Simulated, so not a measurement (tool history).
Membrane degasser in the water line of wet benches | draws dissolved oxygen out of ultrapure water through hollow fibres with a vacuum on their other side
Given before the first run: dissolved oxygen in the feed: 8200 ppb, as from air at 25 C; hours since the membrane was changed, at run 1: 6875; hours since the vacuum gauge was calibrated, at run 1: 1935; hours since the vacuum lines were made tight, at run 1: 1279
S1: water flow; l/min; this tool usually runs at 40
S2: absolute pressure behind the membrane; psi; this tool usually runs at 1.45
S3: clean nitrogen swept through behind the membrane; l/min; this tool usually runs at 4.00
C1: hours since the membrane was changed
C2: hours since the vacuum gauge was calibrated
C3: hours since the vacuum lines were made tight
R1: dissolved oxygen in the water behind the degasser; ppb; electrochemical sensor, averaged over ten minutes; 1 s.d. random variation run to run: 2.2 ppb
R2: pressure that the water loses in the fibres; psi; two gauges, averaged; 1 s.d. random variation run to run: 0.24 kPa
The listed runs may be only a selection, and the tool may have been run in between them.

run      day  S1    S2     S3    C1    C2    C3     R1      R2
  1    0.000  40  1.45   4.00  6875  1935  1279  243.2   9.061
  2    6.662  40  1.45   4.00  7035  2095  1439  242.6   9.075
  3   11.921  40  2.84   4.00  7161  2221  1565  448.8   9.069
  4   18.004  40  2.84   4.00  7307  2367  1711  454.8   9.132
  5   22.917  40  2.84   4.00  7425  2485  1829  451.7   9.065
  6   27.067  40  2.84   4.00  7524  2585  1929  457.6   9.104
  7   33.071  40  2.84   4.00  7669  2729  2073  459.4   9.119
  8   41.988  40  2.84   4.00  7883  2943  2287  454.6   9.161
  9   47.362  40  2.84   4.00  8012  3072  2416  461.8   9.126
 10   53.004  48  1.45   4.00  8147  3207  2551  343.5  10.908
 11   58.329  40  1.45   4.00  8275  3335  2679  251.0   9.190
 12   66.312  40  1.45  11.28  8466  3527  2871  148.1   9.124
 13   70.846  40  1.45  11.28  8575  3635  2980  146.9   9.194
 14   76.404  40  1.45  11.28  8709  3769  3113  146.0   9.177
 15   84.717  40  1.45   4.00  8908  3968  3312  247.5   9.162
 16   91.479  40  1.45   4.00  9070  4131  3475  251.4   9.178
 17   97.229  41  1.22   4.93  9208  4268  3613  203.0   9.280
 18  105.408  25  1.09   2.18  9405  4465  3809  132.2   5.761

Predict the results of run 19:
 19  110.862  40  1.45  3.99  9536  4596  3940   ?   ?

Run 19 came out at R1 250.3 ppb, R2 9.159 psi.
On a tool with no hidden condition, and with the same random variation, this run would have come out at R1 230.8 ppb, R2 8.815 psi.
